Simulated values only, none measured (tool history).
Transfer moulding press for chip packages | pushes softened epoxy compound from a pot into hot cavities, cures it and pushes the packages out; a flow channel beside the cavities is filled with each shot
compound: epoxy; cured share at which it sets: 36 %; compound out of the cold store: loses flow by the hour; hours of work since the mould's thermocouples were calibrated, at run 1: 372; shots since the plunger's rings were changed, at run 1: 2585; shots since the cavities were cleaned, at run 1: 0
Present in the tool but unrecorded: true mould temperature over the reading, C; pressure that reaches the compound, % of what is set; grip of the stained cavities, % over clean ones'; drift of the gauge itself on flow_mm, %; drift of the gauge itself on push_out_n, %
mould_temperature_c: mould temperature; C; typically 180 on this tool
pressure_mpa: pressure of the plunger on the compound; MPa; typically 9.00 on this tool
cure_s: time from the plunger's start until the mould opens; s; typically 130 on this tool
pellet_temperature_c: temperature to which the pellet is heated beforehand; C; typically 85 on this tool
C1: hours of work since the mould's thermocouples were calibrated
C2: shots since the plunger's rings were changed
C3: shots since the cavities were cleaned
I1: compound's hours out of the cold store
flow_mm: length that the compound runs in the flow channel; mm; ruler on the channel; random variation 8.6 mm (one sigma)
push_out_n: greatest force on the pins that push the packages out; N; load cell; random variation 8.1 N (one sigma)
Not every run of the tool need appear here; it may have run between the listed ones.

run 1 hour=0.0 | mould_temperature_c=180 pressure_mpa=9.00 cure_s=130 pellet_temperature_c=85 | C1=372 C2=2585 C3=0 | I1=35.2 | flow_mm=853 push_out_n=341
run 2 hour=10.7 | mould_temperature_c=180 pressure_mpa=9.00 cure_s=130 pellet_temperature_c=85 | C1=377 C2=2671 C3=86 | I1=20.2 | flow_mm=936 push_out_n=376
run 3 hour=28.4 | mould_temperature_c=180 pressure_mpa=9.00 cure_s=130 pellet_temperature_c=85 | C1=386 C2=2812 C3=227 | I1=31.1 | flow_mm=876 push_out_n=415
run 4 hour=41.7 | mould_temperature_c=180 pressure_mpa=9.00 cure_s=130 pellet_temperature_c=85 | C1=393 C2=2918 C3=333 | I1=33.6 | flow_mm=833 push_out_n=434
run 5 hour=54.6 | mould_temperature_c=180 pressure_mpa=9.00 cure_s=130 pellet_temperature_c=85 | C1=400 C2=3021 C3=436 | I1=36.0 | flow_mm=847 push_out_n=453
run 6 hour=64.6 | mould_temperature_c=180 pressure_mpa=9.00 cure_s=130 pellet_temperature_c=85 | C1=405 C2=3101 C3=516 | I1=12.1 | flow_mm=968 push_out_n=471
-- hour=73.1 cavities cleaned with cleaning compound and waxed
run 7 hour=88.2 | mould_temperature_c=180 pressure_mpa=9.00 cure_s=130 pellet_temperature_c=85 | C1=416 C2=3277 C3=120 | I1=16.1 | flow_mm=942 push_out_n=390
run 8 hour=99.7 | mould_temperature_c=180 pressure_mpa=9.00 cure_s=130 pellet_temperature_c=85 | C1=422 C2=3369 C3=212 | I1=25.9 | flow_mm=895 push_out_n=412
run 9 hour=116.2 | mould_temperature_c=180 pressure_mpa=9.00 cure_s=130 pellet_temperature_c=85 | C1=431 C2=3501 C3=344 | I1=29.0 | flow_mm=866 push_out_n=425
run 10 hour=130.4 | mould_temperature_c=180 pressure_mpa=9.00 cure_s=130 pellet_temperature_c=85 | C1=438 C2=3615 C3=458 | I1=13.1 | flow_mm=955 push_out_n=449
-- hour=146.3 cavities cleaned with cleaning compound and waxed
run 11 hour=153.0 | mould_temperature_c=180 pressure_mpa=9.00 cure_s=130 pellet_temperature_c=85 | C1=449 C2=3782 C3=53 | I1=39.5 | flow_mm=817 push_out_n=344
run 12 hour=167.9 | mould_temperature_c=180 pressure_mpa=9.00 cure_s=130 pellet_temperature_c=85 | C1=457 C2=3902 C3=173 | I1=23.4 | flow_mm=883 push_out_n=404
run 13 hour=180.5 | mould_temperature_c=180 pressure_mpa=9.00 cure_s=130 pellet_temperature_c=85 | C1=463 C2=4002 C3=273 | I1=24.6 | flow_mm=869 push_out_n=419
run 14 hour=193.9 | mould_temperature_c=180 pressure_mpa=9.00 cure_s=130 pellet_temperature_c=85 | C1=470 C2=4109 C3=380 | I1=21.4 | flow_mm=891 push_out_n=432
run 15 hour=208.5 | mould_temperature_c=180 pressure_mpa=9.00 cure_s=168 pellet_temperature_c=85 | C1=477 C2=4226 C3=497 | I1=23.6 | flow_mm=884 push_out_n=380
-- hour=219.7 cavities cleaned with cleaning compound and waxed
run 16 hour=226.2 | mould_temperature_c=180 pressure_mpa=9.00 cure_s=125 pellet_temperature_c=93 | C1=486 C2=4355 C3=52 | I1=16.1 | flow_mm=923 push_out_n=393
run 17 hour=240.2 | mould_temperature_c=180 pressure_mpa=9.00 cure_s=125 pellet_temperature_c=93 | C1=493 C2=4467 C3=164 | I1=25.7 | flow_mm=863 push_out_n=431
run 18 hour=252.9 | mould_temperature_c=180 pressure_mpa=9.00 cure_s=169 pellet_temperature_c=91 | C1=499 C2=4569 C3=266 | I1=20.9 | flow_mm=872 push_out_n=340
-- hour=261.2 mould's thermocouples calibrated
run 19 hour=272.7 | mould_temperature_c=174 pressure_mpa=9.00 cure_s=161 pellet_temperature_c=85 | C1=6 C2=4711 C3=408 | I1=30.6 | flow_mm=858 push_out_n=477
-- hour=293.9 cavities cleaned with cleaning compound and waxed
run 20 hour=294.7 | mould_temperature_c=175 pressure_mpa=9.00 cure_s=143 pellet_temperature_c=83 | C1=16 C2=4875 C3=7 | I1=32.4 | flow_mm=841 push_out_n=420
run 21 hour=308.1 | mould_temperature_c=175 pressure_mpa=6.99 cure_s=143 pellet_temperature_c=92 | C1=23 C2=4981 C3=113 | I1=11.4 | flow_mm=832 push_out_n=479
run 22 hour=329.9 | mould_temperature_c=183 pressure_mpa=8.87 cure_s=124 pellet_temperature_c=85 | C1=34 C2=5155 C3=287 | I1=23.3 | flow_mm=832 push_out_n=414
run 23 hour=349.1 | mould_temperature_c=172 pressure_mpa=8.21 cure_s=140 pellet_temperature_c=94 | C1=44 C2=5309 C3=441 | I1=47.0 | flow_mm=746 push_out_n=640
-- hour=367.0 cavities cleaned with cleaning compound and waxed
-- hour=373.5 plunger's sealing rings changed
run 24 hour=374.0 | mould_temperature_c=180 pressure_mpa=8.45 cure_s=123 pellet_temperature_c=83 | C1=55 C2=5 C3=36 | I1=26.2 | flow_mm=914 push_out_n=409
run 25 hour=390.9 | mould_temperature_c=180 pressure_mpa=7.82 cure_s=169 pellet_temperature_c=93 | C1=64 C2=140 C3=171 | I1=37.8 | flow_mm=835 push_out_n=312
run 26 hour=409.8 | mould_temperature_c=173 pressure_mpa=9.00 cure_s=137 pellet_temperature_c=85 | C1=73 C2=290 C3=321 | I1=46.0 | flow_mm=872 push_out_n=591
run 27 hour=431.6 | mould_temperature_c=188 pressure_mpa=8.47 cure_s=130 pellet_temperature_c=85 | C1=85 C2=464 C3=495 | I1=39.5 | flow_mm=824 push_out_n=389
-- hour=442.5 cavities cleaned with cleaning compound and waxed
run 28 hour=453.8 | mould_temperature_c=178 pressure_mpa=9.33 cure_s=130 pellet_temperature_c=85 | C1=95 C2=630 C3=91 | I1=24.2 | flow_mm=982 push_out_n=447
run 29 hour=475.1 | mould_temperature_c=180 pressure_mpa=9.00 cure_s=130 pellet_temperature_c=84 | C1=106 C2=800 C3=261 | I1=26.6 | flow_mm=943 push_out_n=427

Forecast each of these 3 alternatives for the next run:
run A hour=485.0 | mould_temperature_c=173 pressure_mpa=6.88 cure_s=140 pellet_temperature_c=84 | C1=111 C2=879 C3=340 | I1=17.4 | flow_mm=? push_out_n=?
run B hour=485.0 | mould_temperature_c=187 pressure_mpa=9.00 cure_s=168 pellet_temperature_c=85 | C1=111 C2=879 C3=340 | I1=11.7 | flow_mm=? push_out_n=?
run C hour=485.0 | mould_temperature_c=180 pressure_mpa=9.65 cure_s=130 pellet_temperature_c=88 | C1=111 C2=879 C3=340 | I1=33.6 | flow_mm=? push_out_n=?

run=A flow_mm=895 push_out_n=666
run=B flow_mm=996 push_out_n=334
run=C flow_mm=932 push_out_n=433
With no hidden state in the tool, these same runs would have given:
run=A flow_mm=912 push_out_n=508
run=B flow_mm=1016 push_out_n=257
run=C flow_mm=950 push_out_n=330
